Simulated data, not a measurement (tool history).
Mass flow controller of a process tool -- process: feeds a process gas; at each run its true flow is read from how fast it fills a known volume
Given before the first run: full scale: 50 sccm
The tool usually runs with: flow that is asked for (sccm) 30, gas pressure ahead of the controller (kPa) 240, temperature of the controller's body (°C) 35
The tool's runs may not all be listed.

run	hour	flow that is asked for (sccm)	gas pressure ahead of the controller (kPa)	temperature of the controller's body (°C)	true flow (%)
1	0.0	30	240	35	96.40
2	124.3	30	240	35	96.35
3	361.7	30	240	20	96.96
4	483.6	30	240	35	96.34
5	694.2	30	240	35	96.22
6	857.6	30	240	35	96.14
7	1123.8	30	240	35	96.10
8	1283.8	30	240	35	96.00
9	1418.9	30	240	35	95.89
10	1613.1	30	240	35	95.90
11	1838.9	30	240	30	96.08
12	1993.0	30	240	30	95.86
13	2118.9	30	240	27	96.02
14	2304.5	30	240	35	95.64
15	2442.2	6	240	35	87.78
# hour 2508.3: controller's zero set anew
16	2698.7	6	240	35	95.98
17	2988.7	6	240	35	95.71
18	3227.7	17	240	35	96.33
19	3447.4	30	240	35	96.82
20	3615.4	30	240	35	96.95
21	3739.5	20	240	35	96.32
22	3865.1	20	240	35	96.13
23	4028.6	20	240	35	96.15
24	4255.7	28	149	35	97.03
25	4464.6	44	149	35	97.72
26	4591.7	44	149	35	97.55
27	4780.8	44	149	35	97.32
28	5025.1	44	149	35	97.33
29	5240.3	44	149	35	97.20
30	5419.3	44	149	35	97.28
31	5639.9	44	149	35	97.13
32	5914.4	7	245	35	92.55
33	6200.9	7	168	37	92.70
34	6339.2	10	240	20	94.00
35	6634.5	30	270	32	95.63
36	6921.2	30	269	32	95.53
37	7150.8	30	269	32	95.33
38	7346.4	36	195	32	95.98
39	7521.4	36	185	32	96.07
40	7681.1	6	209	27	90.21
41	7871.3	13	271	27	92.99
42	8059.0	13	212	28	93.19
43	8203.1	14	182	28	93.45
44	8418.3	25	158	35	94.82
45	8546.9	25	158	35	94.76
46	8812.8	13	176	22	93.18

Results per run with the tool's hidden condition removed, run-to-run variation unchanged:
Unlogged tool condition in this case: flow at rest that the sensor doesn't see, % of full scale; true flow over the shown one, %; drift of the gauge itself on true_pct, %.
run	true flow (%)
1	98.52
2	98.52
3	99.22
4	98.65
5	98.62
6	98.60
7	98.66
8	98.63
9	98.57
10	98.66
11	98.94
12	98.78
13	98.99
14	98.69
15	97.74
16	97.72
17	97.80
18	98.17
19	98.61
20	98.81
21	98.36
22	98.23
23	98.33
24	99.17
25	99.78
26	99.65
27	99.48
28	99.57
29	99.51
30	99.65
31	99.57
32	97.71
33	98.18
34	98.59
35	98.69
36	98.71
37	98.60
38	99.16
39	99.32
40	98.14
41	98.07
42	98.40
43	98.55
44	98.87
45	98.87
46	98.90
